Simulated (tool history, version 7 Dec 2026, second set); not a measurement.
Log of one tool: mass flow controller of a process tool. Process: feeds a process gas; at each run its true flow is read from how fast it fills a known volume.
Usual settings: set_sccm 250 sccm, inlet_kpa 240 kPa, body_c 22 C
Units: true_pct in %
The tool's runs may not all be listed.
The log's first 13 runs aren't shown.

| run | day | set_sccm | inlet_kpa | body_c | hours of work since the controller was set to zero | hours of work since the controller was changed | true_pct |
|---|---|---|---|---|---|---|---|
| 14 | 32.688 | 61 | 240 | 22 | 475 | 475 | 95.72 |
| 15 | 35.304 | 61 | 240 | 22 | 494 | 494 | 95.63 |
| 16 | 38.779 | 61 | 240 | 22 | 520 | 520 | 95.48 |
| 17 | 41.775 | 250 | 243 | 22 | 542 | 542 | 96.63 |
| 18 | 43.208 | 250 | 243 | 22 | 552 | 552 | 96.53 |
| 19 | 45.671 | 250 | 243 | 22 | 570 | 570 | 96.39 |
| 20 | 48.642 | 250 | 243 | 22 | 592 | 592 | 96.33 |
| 21 | 51.204 | 250 | 243 | 22 | 611 | 611 | 96.29 |
| 22 | 53.788 | 250 | 243 | 22 | 629 | 629 | 96.24 |
| 23 | 55.5 | 250 | 243 | 22 | 642 | 642 | 95.93 |
| 24 | 58.896 | 250 | 243 | 22 | 667 | 667 | 96.06 |
| 25 | 61.517 | 428 | 243 | 24 | 686 | 686 | 97.21 |
| 26 | 64.112 | 54 | 240 | 26 | 705 | 705 | 94.85 |
|  | 64.733 | gauge calibrated |
| 27 | 66.608 | 54 | 240 | 26 | 723 | 723 | 96.81 |
| 28 | 68.388 | 431 | 187 | 21 | 736 | 736 | 99.25 |
| 29 | 71.238 | 431 | 187 | 21 | 757 | 757 | 99.27 |
| 30 | 73.075 | 431 | 187 | 21 | 770 | 770 | 99.08 |
| 31 | 75.162 | 480 | 240 | 27 | 786 | 786 | 99.43 |
| 32 | 77.742 | 480 | 240 | 27 | 805 | 805 | 99.18 |
| 33 | 80.088 | 480 | 240 | 27 | 822 | 822 | 99.32 |

Forecast run 34:
| 34 | 81.646 | 250 | 223 | 23 | 833 | 833 | ? |

true_pct: 97.47 %
Without the tool's hidden state the same run would have given true_pct 98.02 %.

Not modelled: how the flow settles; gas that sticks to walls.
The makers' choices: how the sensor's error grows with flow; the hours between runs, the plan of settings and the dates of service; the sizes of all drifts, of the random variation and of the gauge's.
